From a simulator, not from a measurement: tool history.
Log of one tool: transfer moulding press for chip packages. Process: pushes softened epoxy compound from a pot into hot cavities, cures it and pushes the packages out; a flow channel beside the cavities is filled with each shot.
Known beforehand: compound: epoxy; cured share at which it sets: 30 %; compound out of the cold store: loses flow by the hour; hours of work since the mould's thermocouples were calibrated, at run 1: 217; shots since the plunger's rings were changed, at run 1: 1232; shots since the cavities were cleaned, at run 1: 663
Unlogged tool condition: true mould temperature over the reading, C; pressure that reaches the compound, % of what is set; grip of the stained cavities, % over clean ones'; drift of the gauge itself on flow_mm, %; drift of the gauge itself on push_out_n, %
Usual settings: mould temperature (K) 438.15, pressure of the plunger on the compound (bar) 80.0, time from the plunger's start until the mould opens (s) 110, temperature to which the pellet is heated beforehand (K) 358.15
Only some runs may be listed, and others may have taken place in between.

run   hour  mould temperature (K)  pressure of the plunger on the compound (bar)  time from the plunger's start until the mould opens (s)  temperature to which the pellet is heated beforehand (K)  hours of work since the mould's thermocouples were calibrated  shots since the plunger's rings were changed  shots since the cavities were cleaned  incoming compound's hours out of the cold store  length that the compound runs in the flow channel (mm)  greatest force on the pins that push the packages out (N)
  1    0.0                 438.15                                           80.0                                                      110                                                    358.15                                                            217                                          1232                                    663                                             34.0                                                     699                                                        432
      14.0  -- cavities cleaned with cleaning compound and waxed
  2   20.4                 438.15                                           80.0                                                      110                                                    358.15                                                            225                                          1381                                     50                                             44.9                                                     678                                                        269
  3   30.1                 438.15                                           89.9                                                      110                                                    358.15                                                            229                                          1457                                    126                                             34.7                                                     742                                                        293
  4   46.6                 439.15                                           80.0                                                      110                                                    358.15                                                            236                                          1587                                    256                                             47.3                                                     668                                                        300
  5   56.6                 439.15                                           80.0                                                      110                                                    358.15                                                            241                                          1665                                    334                                             44.3                                                     671                                                        345
  6   79.4                 439.15                                           80.0                                                      104                                                    358.15                                                            251                                          1845                                    514                                             35.6                                                     692                                                        390
  7   92.3                 439.15                                           80.0                                                      104                                                    358.15                                                            256                                          1946                                    615                                             21.3                                                     722                                                        444
     113.2  -- cavities cleaned with cleaning compound and waxed
  8  116.4                 439.15                                           80.0                                                      104                                                    358.15                                                            266                                          2124                                     25                                             20.7                                                     726                                                        258
  9  131.1                 439.15                                           80.0                                                      104                                                    358.15                                                            272                                          2239                                    140                                             38.2                                                     685                                                        313
 10  141.7                 446.15                                           80.0                                                      104                                                    358.15                                                            277                                          2322                                    223                                             39.0                                                     661                                                        275
 11  153.8                 438.15                                           93.6                                                      110                                                    358.15                                                            282                                          2418                                    319                                             12.1                                                     805                                                        357
 12  177.4                 438.15                                           93.6                                                      110                                                    358.15                                                            292                                          2603                                    504                                             31.7                                                     759                                                        398
 13  192.7                 438.15                                           80.0                                                      110                                                    358.15                                                            299                                          2724                                    625                                             34.6                                                     695                                                        428
     212.4  -- cavities cleaned with cleaning compound and waxed
 14  217.1                 438.15                                           80.0                                                      110                                                    358.15                                                            309                                          2903                                     37                                             46.6                                                     665                                                        272

Expected results for the next run?
 15  231.9                 446.15                                           80.0                                                      103                                                    358.15                                                            315                                          3020                                    154                                             37.2                                                       ?                                                          ?

Run 15 came out at length that the compound runs in the flow channel (mm) 666, greatest force on the pins that push the packages out (N) 262.
If the tool had no hidden condition, the same run with the same run-to-run variation would have returned length that the compound runs in the flow channel (mm) 679, greatest force on the pins that push the packages out (N) 202.
